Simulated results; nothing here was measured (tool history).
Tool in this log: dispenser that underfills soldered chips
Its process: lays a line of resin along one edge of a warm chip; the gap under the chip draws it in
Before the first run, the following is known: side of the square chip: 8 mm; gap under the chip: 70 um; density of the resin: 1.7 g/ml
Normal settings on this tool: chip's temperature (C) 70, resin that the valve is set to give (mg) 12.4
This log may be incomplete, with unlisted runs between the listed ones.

run,day,chip's temperature (C),resin that the valve is set to give (mg),time until the resin shows at the far edge (s),resin that the valve gave (mg)
1,0,70,12.4,64,12.24
# day 0.346: new syringe of resin
2,0.608,70,12.4,64.3,12.19
# day 0.971: new syringe of resin
3,1.138,70,11.9,60.7,11.41
# day 1.583: new syringe of resin
4,1.638,70,11.9,54.5,11.43
# day 2.225: new syringe of resin
5,2.246,70,11.9,53.3,11.39
# day 2.542: dispensing valve cleaned and set on the balance
6,2.821,70,11.9,81.8,11.84
# day 2.925: new syringe of resin
7,3.442,70,11.9,79.4,11.76
# day 3.567: new syringe of resin
8,3.9,65,12.4,86.2,12.17
# day 4.188: new syringe of resin
9,4.275,65,12.4,70.6,12.2
# day 4.821: new syringe of resin
10,4.925,73,12.4,50.7,12.12
11,5.279,73,12.4,65.5,12.02
# day 5.475: new syringe of resin
12,5.833,70,12.4,69,11.98
# day 6.096: new syringe of resin
13,6.429,80,12.4,45.9,11.89
# day 6.696: dispensing valve cleaned and set on the balance
# day 6.758: new syringe of resin
14,6.817,80,12.4,35.4,12.41
15,7.192,67,12.4,84.9,12.32
# day 7.392: new syringe of resin
16,7.729,76,12.4,54.5,12.23
# day 8.021: new syringe of resin
17,8.204,76,12.4,46.9,12.15
# day 8.638: new syringe of resin
18,8.771,70,11.4,60.3,11.2
# day 9.283: new syringe of resin
19,9.304,70,11.4,55.8,11.01
20,9.8,85,14.3,42.8,13.95
# day 9.917: new syringe of resin
21,10.183,68,14.2,72.3,13.69
# day 10.558: new syringe of resin
22,10.762,71,14.9,59.1,14.19
# day 10.838: dispensing valve cleaned and set on the balance
# day 11.233: new syringe of resin
23,11.267,71,14.9,51,14.87
# day 11.858: new syringe of resin
24,11.892,71,14.9,52.2,14.66
# day 12.483: new syringe of resin
25,12.5,60,14.9,83.2,14.68
26,12.842,60,14.9,109.7,14.65
# day 13.129: new syringe of resin
27,13.138,76,10.8,43.2,10.55
28,13.583,74,12.4,66.1,12.03
# day 13.754: new syringe of resin
29,14.046,68,15.1,74.2,14.53
# day 14.362: new syringe of resin
30,14.538,68,15.1,65.7,14.39
# day 14.992: dispensing valve cleaned and set on the balance
31,15,74,12.7,71,12.78
# day 15.05: new syringe of resin
32,15.625,74,12.7,71.1,12.69
# day 15.671: new syringe of resin
33,15.983,81,11,44.2,10.87
# day 16.3: new syringe of resin
34,16.321,81,11,34.9,10.88
35,16.704,72,14.2,67.6,13.86

Measured minus without-hidden-state, run by run (identical run-to-run variation in each term; gauge scatter may differ):
Hidden conditions of the tool in this case: resin's viscosity, % of fresh resin's; dose that the valve gives, % of what is set; true chip temperature over the reading, C; drift of the gauge itself on fill_s, %; drift of the gauge itself on given_mg, %.
run,time until the resin shows at the far edge (s),resin that the valve gave (mg)
1,+14.8,-0.23
2,+14.4,-0.3
3,+10.7,-0.37
4,+4.4,-0.43
5,+4.4,-0.51
6,+32.5,-0.02
7,+30.2,-0.12
8,+24.7,-0.19
9,+10.2,-0.24
10,+7.2,-0.33
11,+23.3,-0.37
12,+20,-0.45
13,+13.2,-0.53
14,+3.6,+0
15,+28.7,-0.06
16,+15.9,-0.13
17,+9.7,-0.2
18,+10.4,-0.24
19,+5.2,-0.31
20,+16.4,-0.47
21,+18,-0.53
22,+12.8,-0.66
23,+4.8,-0.08
24,+4.9,-0.17
25,+6.2,-0.26
26,+32.6,-0.32
27,+3.4,-0.27
28,+23.7,-0.38
29,+20.7,-0.53
30,+12.8,-0.6
31,+30,+0.02
32,+30.2,-0.07
33,+12.9,-0.1
34,+3.5,-0.14
35,+22.8,-0.23
